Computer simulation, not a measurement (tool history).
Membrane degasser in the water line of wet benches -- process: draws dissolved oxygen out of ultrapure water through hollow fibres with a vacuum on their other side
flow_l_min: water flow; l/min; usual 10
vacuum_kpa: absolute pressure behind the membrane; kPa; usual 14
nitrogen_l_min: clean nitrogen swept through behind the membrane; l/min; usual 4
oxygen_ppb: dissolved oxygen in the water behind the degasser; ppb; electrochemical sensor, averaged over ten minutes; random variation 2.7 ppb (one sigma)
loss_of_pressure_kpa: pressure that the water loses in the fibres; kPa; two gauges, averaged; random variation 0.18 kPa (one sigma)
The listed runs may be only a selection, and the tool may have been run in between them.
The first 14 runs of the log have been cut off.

run,day,flow_l_min,vacuum_kpa,nitrogen_l_min,hours since the membrane was changed,hours since the vacuum gauge was calibrated,hours since the vacuum lines were made tight,oxygen_ppb,loss_of_pressure_kpa
15,21.025,10,14,4,1200,1592,12244,275,33.45
16,22.121,8,14,4,1227,1619,12270,150.3,26.55
17,23.729,10,14.2,4,1265,1657,12309,278.2,33.28
18,25.35,10,14.2,4,1304,1696,12348,282.6,33.32
19,26.888,10,14.2,4,1341,1733,12385,274.8,33.29
# day 27.062: vacuum gauge calibrated
20,28.112,10,24.3,1.76,1370,25,12414,483.6,33.59
21,29.408,10,14,9.34,1401,56,12445,238.5,33.39
22,30.8,10,14,4,1434,90,12478,276.7,33.49
# day 31.558: vacuum gauge calibrated, once more
23,31.662,9,10,2.37,1455,2,12498,209.7,30.19
24,33.104,11,27,4,1489,37,12533,437.4,36.67
25,35,9,14,4,1535,83,12579,210.5,29.97
26,36.392,9,14,4,1568,116,12612,209.4,30.2
27,37.5,9,14,4,1595,143,12639,209.5,29.99
28,38.575,15,14,9.53,1621,168,12664,688.1,50.25
29,40.15,7,10.5,4,1658,206,12702,87.3,23.33
30,41.575,14,10.5,4,1693,240,12736,609.8,46.87
31,42.508,10,14,1.76,1715,263,12759,363.1,33.77

Here are 3 independent what-if runs from the current tool condition. What would each one return?
# day 43.425: seals of the vacuum lines changed
A,44.042,10,22,4,1750,298,15,?,?
# day 43.425: seals of the vacuum lines changed
B,44.042,10,8.9,1.76,1750,298,15,?,?
# day 43.425: seals of the vacuum lines changed
C,44.042,9,16,5.37,1750,298,15,?,?

run,oxygen_ppb,loss_of_pressure_kpa
A,322.5,33.69
B,283.8,33.45
C,201.4,30.04
With the hidden condition removed and each run's random variation left untouched, the same runs would have given:
run,oxygen_ppb,loss_of_pressure_kpa
A,316.4,33.44
B,277.8,33.21
C,196.8,29.82
